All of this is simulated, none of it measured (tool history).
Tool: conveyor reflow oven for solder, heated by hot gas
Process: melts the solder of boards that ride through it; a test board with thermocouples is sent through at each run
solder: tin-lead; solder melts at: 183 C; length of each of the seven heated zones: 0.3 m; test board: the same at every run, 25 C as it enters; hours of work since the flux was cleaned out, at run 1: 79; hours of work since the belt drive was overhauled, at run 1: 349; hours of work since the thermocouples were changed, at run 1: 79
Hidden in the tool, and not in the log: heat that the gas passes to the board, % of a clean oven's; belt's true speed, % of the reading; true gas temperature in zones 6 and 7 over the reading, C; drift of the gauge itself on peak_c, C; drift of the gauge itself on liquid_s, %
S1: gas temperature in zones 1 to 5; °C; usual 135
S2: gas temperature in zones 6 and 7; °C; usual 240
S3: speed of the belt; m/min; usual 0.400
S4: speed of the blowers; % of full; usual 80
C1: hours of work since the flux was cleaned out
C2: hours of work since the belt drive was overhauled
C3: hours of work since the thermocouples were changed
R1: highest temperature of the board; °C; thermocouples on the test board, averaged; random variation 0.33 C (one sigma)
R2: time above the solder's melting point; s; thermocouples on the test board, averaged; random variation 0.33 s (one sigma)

| run | day | S1 | S2 | S3 | S4 | C1 | C2 | C3 | R1 | R2 |
|---|---|---|---|---|---|---|---|---|---|---|
| 1 | 0.000 | 135 | 240 | 0.400 | 80 | 79 | 349 | 79 | 219.8 | 68.2 |
| 2 | 0.712 | 134 | 240 | 0.400 | 80 | 87 | 356 | 87 | 219.8 | 67.8 |
| 3 | 1.158 | 134 | 240 | 0.400 | 80 | 91 | 361 | 91 | 219.5 | 68.3 |
| 4 | 1.600 | 134 | 240 | 0.400 | 80 | 96 | 365 | 96 | 219.7 | 67.5 |
| 5 | 2.154 | 135 | 240 | 0.400 | 80 | 101 | 371 | 101 | 219.2 | 68.2 |
| 6 | 2.962 | 135 | 240 | 0.400 | 80 | 109 | 379 | 109 | 219.3 | 67.9 |
| 7 | 3.792 | 135 | 240 | 0.400 | 80 | 118 | 387 | 118 | 219.5 | 67.6 |
| 8 | 4.179 | 135 | 240 | 0.400 | 77 | 122 | 391 | 122 | 218.8 | 67.5 |
| 9 | 4.817 | 135 | 240 | 0.400 | 77 | 128 | 398 | 128 | 219.3 | 67.6 |
| 10 | 5.367 | 135 | 240 | 0.400 | 72 | 134 | 403 | 134 | 217.0 | 65.9 |
| 11 | 6.254 | 135 | 240 | 0.400 | 63 | 143 | 412 | 143 | 215.5 | 63.7 |
| 12 | 6.896 | 135 | 240 | 0.400 | 63 | 149 | 419 | 149 | 215.7 | 63.3 |
| 13 | 7.379 | 135 | 240 | 0.400 | 63 | 154 | 424 | 154 | 215.7 | 62.7 |
| 14 | 7.896 | 135 | 240 | 0.400 | 63 | 160 | 429 | 160 | 214.9 | 63.5 |
| 15 | 8.808 | 136 | 240 | 0.400 | 63 | 169 | 438 | 169 | 215.3 | 64.0 |
| 16 | 9.429 | 138 | 229 | 0.400 | 73 | 175 | 445 | 175 | 209.4 | 58.6 |
| 17 | 10.329 | 148 | 240 | 0.400 | 85 | 184 | 454 | 184 | 221.7 | 76.5 |
| 18 | 11.150 | 135 | 252 | 0.453 | 80 | 193 | 462 | 193 | 223.1 | 63.0 |
| 19 | 12.038 | 135 | 245 | 0.400 | 52 | 202 | 471 | 202 | 215.7 | 63.3 |
| 20 | 12.854 | 135 | 245 | 0.438 | 52 | 210 | 480 | 210 | 211.4 | 52.1 |
| 21 | 13.754 | 135 | 245 | 0.438 | 52 | 219 | 489 | 219 | 211.5 | 52.3 |
| 22 | 14.583 | 137 | 240 | 0.342 | 80 | 228 | 497 | 228 | 224.0 | 86.2 |
| 23 | 15.108 | 135 | 231 | 0.448 | 80 | 233 | 503 | 233 | 206.4 | 47.4 |
| 24 | 15.608 | 145 | 248 | 0.356 | 66 | 238 | 508 | 238 | 227.6 | 90.1 |
| 25 | 16.462 | 135 | 244 | 0.400 | 78 | 247 | 516 | 247 | 220.9 | 69.2 |
| 26 | 16.838 | 135 | 244 | 0.400 | 78 | 251 | 520 | 251 | 220.9 | 69.2 |
| 27 | 17.658 | 131 | 231 | 0.434 | 88 | 259 | 529 | 259 | 207.2 | 49.8 |
| 28 | 18.483 | 131 | 231 | 0.434 | 88 | 267 | 537 | 267 | 207.7 | 49.4 |
| 29 | 19.133 | 134 | 251 | 0.363 | 78 | 274 | 544 | 274 | 230.4 | 84.4 |
| 30 | 19.888 | 134 | 251 | 0.363 | 78 | 282 | 551 | 282 | 230.2 | 84.8 |

Some steps in R1 between neighbouring runs. How much of each would the tool show without its hidden state too (settings, what came in, random variation), and how much is left for the hidden state, with any gauge scatter that isn't in both results?
Run 17 -> 18: S1 148 -> 135, S2 240 -> 252, S3 0.400 -> 0.453, S4 85 -> 80. R1 +1.4 °C: hidden state -0.8, all else +2.2.
Run 18 -> 19: S2 252 -> 245, S3 0.453 -> 0.400, S4 80 -> 52. R1 -7.4 °C: hidden state +0.7, all else -8.1.
Run 22 -> 23: S1 137 -> 135, S2 240 -> 231, S3 0.342 -> 0.448. R1 -17.6 °C: hidden state -0.6, all else -17.0.
Run 23 -> 24: S1 135 -> 145, S2 231 -> 248, S3 0.448 -> 0.356, S4 80 -> 66. R1 +21.2 °C: hidden state +0.6, all else +20.6.
Run 24 -> 25: S1 145 -> 135, S2 248 -> 244, S3 0.356 -> 0.400, S4 66 -> 78. R1 -6.7 °C: hidden state -0.7, all else -6.0.
Run 28 -> 29: S1 131 -> 134, S2 231 -> 251, S3 0.434 -> 0.363, S4 88 -> 78. R1 +22.7 °C: hidden state +0.1, all else +22.6.
